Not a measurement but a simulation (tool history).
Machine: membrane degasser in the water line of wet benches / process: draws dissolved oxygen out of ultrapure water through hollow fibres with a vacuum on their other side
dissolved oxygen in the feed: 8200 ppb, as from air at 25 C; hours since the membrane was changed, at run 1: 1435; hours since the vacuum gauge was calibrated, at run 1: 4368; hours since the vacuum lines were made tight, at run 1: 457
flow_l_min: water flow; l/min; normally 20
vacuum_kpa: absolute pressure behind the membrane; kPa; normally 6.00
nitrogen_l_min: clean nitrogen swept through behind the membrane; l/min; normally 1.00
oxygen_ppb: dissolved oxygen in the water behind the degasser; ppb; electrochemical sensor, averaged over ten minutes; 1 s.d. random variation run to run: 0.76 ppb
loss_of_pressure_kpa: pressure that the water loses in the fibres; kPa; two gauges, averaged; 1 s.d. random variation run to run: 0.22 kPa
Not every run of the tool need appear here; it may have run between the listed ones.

run    hour  flow_l_min  vacuum_kpa  nitrogen_l_min  hours since the membrane was changed  hours since the vacuum gauge was calibrated  hours since the vacuum lines were made tight  oxygen_ppb  loss_of_pressure_kpa
  1     0.0          20        6.00            1.00                                  1435                                         4368                                           457       127.2                 55.42
  2    56.1          20        6.00            1.00                                  1491                                         4424                                           514       128.7                 55.83
  3   152.4          20        6.00            1.00                                  1587                                         4521                                           610       128.0                 55.31
  4   209.8          20        6.00            1.42                                  1644                                         4578                                           667        94.4                 55.50
  5   310.3          20        6.00            1.42                                  1745                                         4678                                           768        94.5                 55.65
  6   381.9          20        6.00            1.42                                  1817                                         4750                                           839        94.7                 55.36
  7   516.6          20        6.00            1.42                                  1951                                         4885                                           974        94.5                 55.61
  8   620.7          20       10.79            1.00                                  2055                                         4989                                          1078       330.5                 55.12
  9   689.0          20       10.79            1.00                                  2124                                         5057                                          1146       332.9                 55.59
 10   802.4          21        6.00            1.00                                  2237                                         5170                                          1260       132.9                 58.20
 11   909.0          21        6.00            1.00                                  2344                                         5277                                          1366       134.3                 58.04
 12  1009.5          20        6.00            1.33                                  2444                                         5378                                          1467       100.3                 55.33
 13  1120.0          20        6.00            1.33                                  2555                                         5488                                          1577        99.2                 55.72
 14  1222.3          20        6.00            1.33                                  2657                                         5590                                          1680       100.1                 55.62
 15  1293.8          20        6.00            1.52                                  2728                                         5662                                          1751        88.6                 55.69
 16  1415.1          22       11.16            0.86                                  2850                                         5783                                          1873       431.4                 61.11
 17  1489.9          27       10.12            0.54                                  2925                                         5858                                          1947       634.3                 74.95
 18  1590.6          27        4.54            2.72                                  3025                                         5959                                          2048        44.3                 74.46

What will run 19 give?
 19  1708.0          28        8.04            1.01                                  3143                                         6076                                          2165           ?                     ?

oxygen_ppb: 290.8 ppb
loss_of_pressure_kpa: 77.76 kPa
With the hidden condition absent and the run-to-run variation left alone, this run would have shown oxygen_ppb 290.6 ppb, loss_of_pressure_kpa 77.75 kPa.
